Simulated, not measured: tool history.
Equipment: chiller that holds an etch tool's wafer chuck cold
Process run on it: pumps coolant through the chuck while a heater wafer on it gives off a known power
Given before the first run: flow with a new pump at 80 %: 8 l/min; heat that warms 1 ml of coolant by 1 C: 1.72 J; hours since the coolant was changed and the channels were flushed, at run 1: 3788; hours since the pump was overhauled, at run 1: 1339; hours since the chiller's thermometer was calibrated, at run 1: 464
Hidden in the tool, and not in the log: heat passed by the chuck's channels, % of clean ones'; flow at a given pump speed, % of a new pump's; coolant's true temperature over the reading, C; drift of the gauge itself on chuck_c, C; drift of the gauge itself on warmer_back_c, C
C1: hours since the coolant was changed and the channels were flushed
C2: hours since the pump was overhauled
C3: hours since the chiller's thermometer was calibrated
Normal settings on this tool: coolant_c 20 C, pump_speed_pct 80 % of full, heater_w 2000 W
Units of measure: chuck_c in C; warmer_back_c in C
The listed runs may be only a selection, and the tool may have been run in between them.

Run 1, hour 0: usual settings; C1 3788; C2 1339; C3 464. Result: chuck_c 38.9 C, warmer_back_c 8.88 C.
Run 2, hour 30.5: usual settings; C1 3818; C2 1370; C3 494. Result: chuck_c 38.7 C, warmer_back_c 8.84 C.
Run 3, hour 78.5: usual settings; C1 3866; C2 1418; C3 542. Result: chuck_c 38.8 C, warmer_back_c 8.91 C.
Run 4, hour 110.4: usual settings; C1 3898; C2 1450; C3 574. Result: chuck_c 38.8 C, warmer_back_c 8.88 C.
Run 5, hour 147.8: usual settings; C1 3935; C2 1487; C3 612. Result: chuck_c 39 C, warmer_back_c 8.91 C.
Run 6, hour 193.1: usual settings; C1 3981; C2 1533; C3 657. Result: chuck_c 38.8 C, warmer_back_c 8.91 C.
Run 7, hour 239.6: usual settings; C1 4027; C2 1579; C3 704. Result: chuck_c 39.1 C, warmer_back_c 8.86 C.
Run 8, hour 281.7: usual settings; C1 4069; C2 1621; C3 746. Result: chuck_c 38.6 C, warmer_back_c 8.97 C.
Run 9, hour 304.3: usual settings but heater_w 1959 W; C1 4092; C2 1644; C3 768. Result: chuck_c 38.4 C, warmer_back_c 8.75 C.
Run 10, hour 349.1: usual settings but heater_w 1959 W; C1 4137; C2 1689; C3 813. Result: chuck_c 38.5 C, warmer_back_c 8.74 C.
Run 11, hour 388.3: usual settings but heater_w 1959 W; C1 4176; C2 1728; C3 852. Result: chuck_c 38.6 C, warmer_back_c 8.79 C.
Run 12, hour 412.8: usual settings but heater_w 1959 W; C1 4200; C2 1752; C3 877. Result: chuck_c 38.8 C, warmer_back_c 8.77 C.
Run 13, hour 444.9: usual settings but heater_w 1959 W; C1 4232; C2 1784; C3 909. Result: chuck_c 38.6 C, warmer_back_c 8.76 C.
Run 14, hour 476.9: usual settings but heater_w 1959 W; C1 4264; C2 1816; C3 941. Result: chuck_c 38.6 C, warmer_back_c 8.72 C.
Run 15, hour 502.1: usual settings but heater_w 1959 W; C1 4290; C2 1842; C3 966. Result: chuck_c 38.5 C, warmer_back_c 8.84 C.
Run 16, hour 527.8: usual settings; C1 4315; C2 1867; C3 992. Result: chuck_c 39 C, warmer_back_c 8.97 C.
Run 17, hour 561.2: usual settings; C1 4349; C2 1901; C3 1025. Result: chuck_c 39.2 C, warmer_back_c 8.99 C.
At hour 565.4: chiller's thermometer calibrated.
Run 18, hour 589.9: usual settings but coolant_c 26 C; C1 4376; C2 1928; C3 24. Result: chuck_c 45.1 C, warmer_back_c 9.01 C.
Run 19, hour 618.7: usual settings but coolant_c 16 C, heater_w 2669 W; C1 4405; C2 1957; C3 53. Result: chuck_c 41.5 C, warmer_back_c 12.01 C.
Run 20, hour 645.1: usual settings but coolant_c 19 C, pump_speed_pct 91 % of full, heater_w 1311 W; C1 4432; C2 1984; C3 80. Result: chuck_c 30.4 C, warmer_back_c 5.16 C.
Run 21, hour 670.3: usual settings but coolant_c 11 C, pump_speed_pct 74 % of full, heater_w 1307 W; C1 4457; C2 2009; C3 105. Result: chuck_c 23.9 C, warmer_back_c 6.41 C.
Run 22, hour 696.2: usual settings but heater_w 1480 W; C1 4483; C2 2035; C3 131. Result: chuck_c 34.1 C, warmer_back_c 6.72 C.
Run 23, hour 717.8: usual settings but coolant_c 23 C, pump_speed_pct 82 % of full, heater_w 1126 W; C1 4504; C2 2056; C3 152. Result: chuck_c 33.6 C, warmer_back_c 4.97 C.
Run 24, hour 759.9: usual settings but coolant_c 23 C, pump_speed_pct 82 % of full, heater_w 1126 W; C1 4546; C2 2098; C3 195. Result: chuck_c 33.5 C, warmer_back_c 5.01 C.

What does the tool deliver on the next run?
Run 25, hour 794.6: usual settings but coolant_c 12 C, heater_w 2702 W; C1 4581; C2 2133; C3 229. Result: chuck_c ?, warmer_back_c ?.

{"run 25": {"chuck_c": 37.9, "warmer_back_c": 12.19}}
On a tool with no hidden condition, and with the same random variation, this run would have come out at chuck_c 35.4 C, warmer_back_c 11.75 C.
